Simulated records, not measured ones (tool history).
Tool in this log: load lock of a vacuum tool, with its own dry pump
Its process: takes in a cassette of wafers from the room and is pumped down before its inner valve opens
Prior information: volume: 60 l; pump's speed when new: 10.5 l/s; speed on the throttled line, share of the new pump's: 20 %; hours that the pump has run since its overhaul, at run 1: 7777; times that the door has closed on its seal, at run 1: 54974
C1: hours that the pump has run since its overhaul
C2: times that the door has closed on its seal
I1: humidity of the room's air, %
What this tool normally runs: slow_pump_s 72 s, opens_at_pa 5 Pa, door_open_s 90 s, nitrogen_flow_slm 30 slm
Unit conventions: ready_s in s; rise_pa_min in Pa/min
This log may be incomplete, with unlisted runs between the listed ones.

run 1 hour=0 | slow_pump_s=72 opens_at_pa=5 door_open_s=90 nitrogen_flow_slm=30 | C1=7777 C2=54974 | I1=43.9 | ready_s=114.5 rise_pa_min=0.013
run 2 hour=495.3 | slow_pump_s=72 opens_at_pa=5 door_open_s=90 nitrogen_flow_slm=30 | C1=8272 C2=57419 | I1=46 | ready_s=115.3 rise_pa_min=0.017
run 3 hour=1052.4 | slow_pump_s=72 opens_at_pa=5 door_open_s=90 nitrogen_flow_slm=30 | C1=8829 C2=60169 | I1=46.7 | ready_s=115.2 rise_pa_min=0.018
run 4 hour=1733.3 | slow_pump_s=72 opens_at_pa=5 door_open_s=90 nitrogen_flow_slm=30 | C1=9510 C2=63531 | I1=43.3 | ready_s=114 rise_pa_min=0.018
-- hour=1892.7 door's seal changed, seat wiped
run 5 hour=2036.3 | slow_pump_s=72 opens_at_pa=6 door_open_s=90 nitrogen_flow_slm=30 | C1=9812 C2=709 | I1=42.2 | ready_s=113.9 rise_pa_min=0.016
run 6 hour=2399 | slow_pump_s=72 opens_at_pa=5 door_open_s=90 nitrogen_flow_slm=30 | C1=10175 C2=2500 | I1=47.4 | ready_s=115 rise_pa_min=0.016
run 7 hour=2865.7 | slow_pump_s=72 opens_at_pa=5 door_open_s=90 nitrogen_flow_slm=30 | C1=10641 C2=4804 | I1=45.8 | ready_s=115.4 rise_pa_min=0.018
-- hour=2926 dry pump taken out, an overhauled one fitted
run 8 hour=3456.2 | slow_pump_s=72 opens_at_pa=5 door_open_s=90 nitrogen_flow_slm=30 | C1=530 C2=7689 | I1=46.1 | ready_s=115.2 rise_pa_min=0.02
run 9 hour=4151.7 | slow_pump_s=72 opens_at_pa=5 door_open_s=90 nitrogen_flow_slm=30 | C1=1226 C2=11123 | I1=46.6 | ready_s=114.4 rise_pa_min=0.016
run 10 hour=4599.5 | slow_pump_s=72 opens_at_pa=4 door_open_s=90 nitrogen_flow_slm=30 | C1=1674 C2=13333 | I1=48.5 | ready_s=118 rise_pa_min=0.012
run 11 hour=5208.8 | slow_pump_s=72 opens_at_pa=4 door_open_s=50 nitrogen_flow_slm=30 | C1=2283 C2=16341 | I1=43.8 | ready_s=115.8 rise_pa_min=0.007
run 12 hour=5717.3 | slow_pump_s=72 opens_at_pa=4 door_open_s=50 nitrogen_flow_slm=30 | C1=2791 C2=18851 | I1=46.6 | ready_s=115.2 rise_pa_min=0.012
run 13 hour=6217.2 | slow_pump_s=72 opens_at_pa=5 door_open_s=132 nitrogen_flow_slm=30 | C1=3291 C2=21319 | I1=43.5 | ready_s=113.6 rise_pa_min=0.016
run 14 hour=6884.6 | slow_pump_s=72 opens_at_pa=5 door_open_s=132 nitrogen_flow_slm=30 | C1=3959 C2=24614 | I1=42.8 | ready_s=115.8 rise_pa_min=0.019
run 15 hour=7471.1 | slow_pump_s=72 opens_at_pa=5 door_open_s=132 nitrogen_flow_slm=30 | C1=4545 C2=27509 | I1=44.6 | ready_s=114.6 rise_pa_min=0.014
run 16 hour=8129.4 | slow_pump_s=72 opens_at_pa=5 door_open_s=132 nitrogen_flow_slm=30 | C1=5203 C2=30759 | I1=43.8 | ready_s=114.4 rise_pa_min=0.013
run 17 hour=8712.6 | slow_pump_s=72 opens_at_pa=5 door_open_s=132 nitrogen_flow_slm=30 | C1=5787 C2=33638 | I1=41.7 | ready_s=113.7 rise_pa_min=0.02
run 18 hour=9362.9 | slow_pump_s=72 opens_at_pa=5 door_open_s=90 nitrogen_flow_slm=30 | C1=6437 C2=36848 | I1=43.4 | ready_s=114.4 rise_pa_min=0.012
run 19 hour=9806.3 | slow_pump_s=38 opens_at_pa=5 door_open_s=153 nitrogen_flow_slm=28 | C1=6880 C2=39037 | I1=46.2 | ready_s=86.6 rise_pa_min=0.024
run 20 hour=10409.3 | slow_pump_s=41 opens_at_pa=5 door_open_s=153 nitrogen_flow_slm=28 | C1=7483 C2=42014 | I1=46.2 | ready_s=88.8 rise_pa_min=0.021
run 21 hour=10758.2 | slow_pump_s=41 opens_at_pa=5 door_open_s=153 nitrogen_flow_slm=28 | C1=7832 C2=43737 | I1=46.1 | ready_s=90.6 rise_pa_min=0.019
run 22 hour=11394.6 | slow_pump_s=41 opens_at_pa=5 door_open_s=153 nitrogen_flow_slm=28 | C1=8469 C2=46878 | I1=48.5 | ready_s=90.3 rise_pa_min=0.023
run 23 hour=11862.6 | slow_pump_s=41 opens_at_pa=7 door_open_s=137 nitrogen_flow_slm=28 | C1=8937 C2=49189 | I1=44.7 | ready_s=87.3 rise_pa_min=0.018
run 24 hour=12245.6 | slow_pump_s=80 opens_at_pa=9 door_open_s=91 nitrogen_flow_slm=17 | C1=9320 C2=51080 | I1=43.1 | ready_s=116.5 rise_pa_min=0.021
run 25 hour=12859.8 | slow_pump_s=72 opens_at_pa=6 door_open_s=90 nitrogen_flow_slm=11 | C1=9934 C2=54111 | I1=45.3 | ready_s=114 rise_pa_min=0.028
run 26 hour=13382.2 | slow_pump_s=98 opens_at_pa=10 door_open_s=62 nitrogen_flow_slm=29 | C1=10456 C2=56691 | I1=46.8 | ready_s=131.9 rise_pa_min=0.014
-- hour=13607.3 dry pump taken out, an overhauled one fitted
run 27 hour=13908.8 | slow_pump_s=98 opens_at_pa=10 door_open_s=62 nitrogen_flow_slm=29 | C1=301 C2=59261 | I1=46.5 | ready_s=132.2 rise_pa_min=0.017
run 28 hour=14271.2 | slow_pump_s=72 opens_at_pa=5 door_open_s=102 nitrogen_flow_slm=9 | C1=664 C2=61050 | I1=46.5 | ready_s=114.4 rise_pa_min=0.032
-- hour=14894.8 door's seal changed, seat wiped
run 29 hour=14938.1 | slow_pump_s=72 opens_at_pa=5 door_open_s=53 nitrogen_flow_slm=12 | C1=1329 C2=213 | I1=44.1 | ready_s=114.1 rise_pa_min=0.019
run 30 hour=15240.1 | slow_pump_s=72 opens_at_pa=5 door_open_s=203 nitrogen_flow_slm=20 | C1=1631 C2=1704 | I1=42.6 | ready_s=114.3 rise_pa_min=0.025
run 31 hour=15849.6 | slow_pump_s=72 opens_at_pa=5 door_open_s=203 nitrogen_flow_slm=20 | C1=2241 C2=4713 | I1=42.1 | ready_s=115.2 rise_pa_min=0.021
run 32 hour=16310.3 | slow_pump_s=72 opens_at_pa=5 door_open_s=203 nitrogen_flow_slm=20 | C1=2702 C2=6988 | I1=48.7 | ready_s=114 rise_pa_min=0.031
run 33 hour=16638.9 | slow_pump_s=91 opens_at_pa=6 door_open_s=192 nitrogen_flow_slm=4 | C1=3030 C2=8609 | I1=44.6 | ready_s=129.2 rise_pa_min=0.053
run 34 hour=17258.9 | slow_pump_s=45 opens_at_pa=7 door_open_s=119 nitrogen_flow_slm=23 | C1=3650 C2=11670 | I1=45.7 | ready_s=91.5 rise_pa_min=0.018
run 35 hour=17623.2 | slow_pump_s=136 opens_at_pa=5 door_open_s=63 nitrogen_flow_slm=14 | C1=4014 C2=13469 | I1=45.7 | ready_s=167.5 rise_pa_min=0.022
run 36 hour=18254 | slow_pump_s=136 opens_at_pa=5 door_open_s=63 nitrogen_flow_slm=14 | C1=4645 C2=16583 | I1=46.1 | ready_s=168.2 rise_pa_min=0.021

For each entry between runs, how does the tool's hidden state at the last listed run before it compare with that at the first listed run after it?
From run 4 to run 5: door's seal changed, seat wiped (hour 1892.7)
  leak at the door's seal, Pa l/s: 0.0035 -> 0.002
From run 7 to run 8: dry pump taken out, an overhauled one fitted (hour 2926)
  leak at the door's seal, Pa l/s: 0.002 -> 0.0021
From run 26 to run 27: dry pump taken out, an overhauled one fitted (hour 13607.3)
  leak at the door's seal, Pa l/s: 0.0031 -> 0.0032
From run 28 to run 29: door's seal changed, seat wiped (hour 14894.8)
  leak at the door's seal, Pa l/s: 0.0032 -> 0.002
